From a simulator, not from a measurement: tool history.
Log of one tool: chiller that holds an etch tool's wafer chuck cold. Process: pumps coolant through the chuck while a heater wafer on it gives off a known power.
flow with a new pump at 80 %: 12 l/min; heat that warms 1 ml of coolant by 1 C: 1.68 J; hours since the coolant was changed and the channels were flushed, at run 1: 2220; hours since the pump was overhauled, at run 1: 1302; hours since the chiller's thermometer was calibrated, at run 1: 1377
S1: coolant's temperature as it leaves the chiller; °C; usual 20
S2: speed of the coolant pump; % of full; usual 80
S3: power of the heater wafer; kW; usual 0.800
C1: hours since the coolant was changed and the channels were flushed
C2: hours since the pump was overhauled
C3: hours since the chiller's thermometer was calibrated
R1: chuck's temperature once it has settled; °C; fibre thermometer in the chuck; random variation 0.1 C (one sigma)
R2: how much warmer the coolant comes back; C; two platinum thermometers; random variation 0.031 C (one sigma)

{"run": 1, "day": 0.0, "S1": 20, "S2": 80, "S3": 0.8, "C1": 2220, "C2": 1302, "C3": 1377, "R1": 26.4, "R2": 2.35}
{"run": 2, "day": 1.233, "S1": 20, "S2": 80, "S3": 0.544, "C1": 2249, "C2": 1331, "C3": 1406, "R1": 24.3, "R2": 1.63}
{"run": 3, "day": 2.475, "S1": 20, "S2": 80, "S3": 0.8, "C1": 2279, "C2": 1361, "C3": 1436, "R1": 26.3, "R2": 2.38}
{"run": 4, "day": 4.792, "S1": 20, "S2": 80, "S3": 0.8, "C1": 2335, "C2": 1417, "C3": 1492, "R1": 26.2, "R2": 2.38}
{"run": 5, "day": 5.729, "S1": 18, "S2": 80, "S3": 0.8, "C1": 2357, "C2": 1439, "C3": 1514, "R1": 24.5, "R2": 2.46}
{"run": 6, "day": 6.775, "S1": 18, "S2": 80, "S3": 0.8, "C1": 2382, "C2": 1464, "C3": 1539, "R1": 24.3, "R2": 2.49}
{"run": 7, "day": 8.525, "S1": 20, "S2": 80, "S3": 0.8, "C1": 2424, "C2": 1506, "C3": 1581, "R1": 26.4, "R2": 2.45}
{"run": 8, "day": 9.779, "S1": 20, "S2": 80, "S3": 0.8, "C1": 2455, "C2": 1537, "C3": 1611, "R1": 26.3, "R2": 2.44}
{"run": 9, "day": 12.108, "S1": 20, "S2": 60, "S3": 0.8, "C1": 2510, "C2": 1592, "C3": 1667, "R1": 28.0, "R2": 3.36}
{"run": 10, "day": 13.183, "S1": 20, "S2": 60, "S3": 0.8, "C1": 2536, "C2": 1618, "C3": 1693, "R1": 27.7, "R2": 3.41}
{"run": 11, "day": 15.033, "S1": 20, "S2": 60, "S3": 0.8, "C1": 2581, "C2": 1663, "C3": 1737, "R1": 27.7, "R2": 3.45}
{"run": 12, "day": 17.121, "S1": 13, "S2": 93, "S3": 0.821, "C1": 2631, "C2": 1713, "C3": 1787, "R1": 18.8, "R2": 2.3}
{"run": 13, "day": 19.092, "S1": 13, "S2": 70, "S3": 0.851, "C1": 2678, "C2": 1760, "C3": 1835, "R1": 20.3, "R2": 3.14}
{"run": 14, "day": 20.942, "S1": 14, "S2": 96, "S3": 0.598, "C1": 2722, "C2": 1804, "C3": 1879, "R1": 18.2, "R2": 1.76}
{"run": 15, "day": 22.479, "S1": 14, "S2": 96, "S3": 0.598, "C1": 2759, "C2": 1841, "C3": 1916, "R1": 18.2, "R2": 1.75}

The next listed run, before its measurement:
{"run": 16, "day": 24.462, "S1": 14, "S2": 70, "S3": 0.598, "C1": 2807, "C2": 1889, "C3": 1964, "R1": "?", "R2": "?"}

R1: 19.2 °C
R2: 2.38 C
Without the tool's hidden state the same run would have given R1 19.2 °C, R2 2.07 C.
